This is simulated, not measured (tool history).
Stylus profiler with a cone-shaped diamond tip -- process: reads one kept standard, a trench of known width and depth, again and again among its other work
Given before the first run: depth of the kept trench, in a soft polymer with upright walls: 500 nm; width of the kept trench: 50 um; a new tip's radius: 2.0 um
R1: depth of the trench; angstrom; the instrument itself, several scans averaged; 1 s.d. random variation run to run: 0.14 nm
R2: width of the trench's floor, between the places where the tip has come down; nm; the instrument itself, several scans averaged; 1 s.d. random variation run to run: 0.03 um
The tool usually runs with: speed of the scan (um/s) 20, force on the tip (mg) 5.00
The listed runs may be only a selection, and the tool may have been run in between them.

Run 1, day 0.000: usual settings. Result: R1 5071.1 angstrom, R2 46560 nm.
Run 2, day 2.296: usual settings. Result: R1 5071.8 angstrom, R2 46600 nm.
Run 3, day 4.750: usual settings. Result: R1 5070.3 angstrom, R2 46570 nm.
Run 4, day 7.100: usual settings. Result: R1 5071.4 angstrom, R2 46510 nm.
Run 5, day 9.254: usual settings. Result: R1 5067.6 angstrom, R2 46550 nm.
Run 6, day 10.458: usual settings but force on the tip (mg) 4.60. Result: R1 5063.2 angstrom, R2 46430 nm.
Run 7, day 12.696: usual settings. Result: R1 5065.2 angstrom, R2 46430 nm.
Run 8, day 14.696: usual settings but speed of the scan (um/s) 7. Result: R1 5064.0 angstrom, R2 46560 nm.
Run 9, day 16.442: usual settings but speed of the scan (um/s) 35, force on the tip (mg) 1.83. Result: R1 5021.0 angstrom, R2 46300 nm.

The next listed run, before its measurement:
Run 10, day 18.204: usual settings but speed of the scan (um/s) 35, force on the tip (mg) 7.89. Result: R1 ?, R2 ?.

Run 10 yielded R1 5098.1 angstrom, R2 46360 nm.
Without the tool's hidden state the same run would have given R1 5123.3 angstrom, R2 47250 nm.
